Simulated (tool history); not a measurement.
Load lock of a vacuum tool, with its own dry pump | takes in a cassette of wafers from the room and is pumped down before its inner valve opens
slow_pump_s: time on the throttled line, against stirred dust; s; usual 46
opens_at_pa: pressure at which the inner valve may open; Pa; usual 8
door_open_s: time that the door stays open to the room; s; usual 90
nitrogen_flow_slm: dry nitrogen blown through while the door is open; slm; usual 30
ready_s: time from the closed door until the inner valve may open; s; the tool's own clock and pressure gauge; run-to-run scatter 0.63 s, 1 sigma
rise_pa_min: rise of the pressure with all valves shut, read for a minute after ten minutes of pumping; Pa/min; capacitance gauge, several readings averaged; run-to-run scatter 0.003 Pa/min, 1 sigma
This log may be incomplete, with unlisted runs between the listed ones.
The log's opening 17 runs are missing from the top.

run	hour	slow_pump_s	opens_at_pa	door_open_s	nitrogen_flow_slm	incoming humidity of the room's air, %	ready_s	rise_pa_min
18	1172.2	26	8	35	30	44.5	85.5	0.017
19	1239	26	8	35	30	46.1	86	0.021
20	1286.7	26	14	48	30	45.7	81.7	0.017
21	1368.6	41	9	48	30	43.1	94.4	0.017
22	1443.6	41	9	48	30	44.5	95.9	0.02
23	1519.1	46	8	182	30	44.3	99.6	0.035
24	1596.6	46	8	98	30	45.2	99.9	0.023
25	1657.2	46	8	98	30	43.3	99.1	0.02
26	1701.9	51	8	221	30	44.5	102.7	0.034
27	1768.6	51	8	221	30	46.5	104.3	0.032
28	1848.9	51	8	221	30	41.9	101.8	0.026
29	1891.7	51	8	221	30	49.4	101.9	0.03
30	1963.4	47	8	221	34	46.7	99.7	0.029
31	2048.8	47	8	221	34	45.5	100.8	0.031
32	2142.8	47	8	221	34	46.4	99.5	0.028
33	2183.8	47	8	221	34	44.2	102	0.031
34	2256.3	68	7	221	34	46.6	116.4	0.032

Here are 3 independent what-if runs from the current tool condition. What would each one return?
A	2314.9	23	7	221	34	48	?	?
B	2314.9	46	8	35	20	42.5	?	?
C	2314.9	78	8	90	8	43.8	?	?

run	ready_s	rise_pa_min
A	86.1	0.026
B	100.5	0.024
C	120.5	0.037
What these runs would have given with no unlogged condition in the tool:
run	ready_s	rise_pa_min
A	77.7	0.019
B	93.3	0.016
C	114.9	0.029
